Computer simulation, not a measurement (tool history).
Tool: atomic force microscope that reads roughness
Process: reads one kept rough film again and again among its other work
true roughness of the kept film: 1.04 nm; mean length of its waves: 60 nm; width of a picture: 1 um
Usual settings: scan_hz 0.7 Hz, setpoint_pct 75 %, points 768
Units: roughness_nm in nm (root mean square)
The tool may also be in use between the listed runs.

| run | day | scan_hz | setpoint_pct | points | roughness_nm |
|---|---|---|---|---|---|
| 1 | 0 | 0.7 | 75 | 768 | 0.966 |
| 2 | 0.508 | 0.7 | 75 | 768 | 0.97 |
| 3 | 0.762 | 0.7 | 75 | 768 | 0.96 |
| 4 | 1.021 | 0.7 | 75 | 768 | 0.951 |
| 5 | 1.521 | 0.7 | 78 | 768 | 0.951 |
| 6 | 1.971 | 0.7 | 61 | 768 | 0.981 |
| 7 | 2.471 | 0.7 | 75 | 768 | 0.95 |
| 8 | 2.871 | 0.7 | 75 | 768 | 0.954 |
| 9 | 3.379 | 0.7 | 75 | 768 | 0.948 |
| 10 | 3.671 | 0.7 | 75 | 768 | 0.945 |
| 11 | 4.042 | 0.7 | 84 | 768 | 0.929 |
| 12 | 4.408 | 0.7 | 84 | 768 | 0.926 |

Run 13 comes next. What will it give?
| 13 | 4.65 | 0.7 | 75 | 455 | ? |

roughness_nm: 0.941 nm (root mean square)
Without the tool's hidden state the same run would have given roughness_nm 0.982 nm (root mean square).
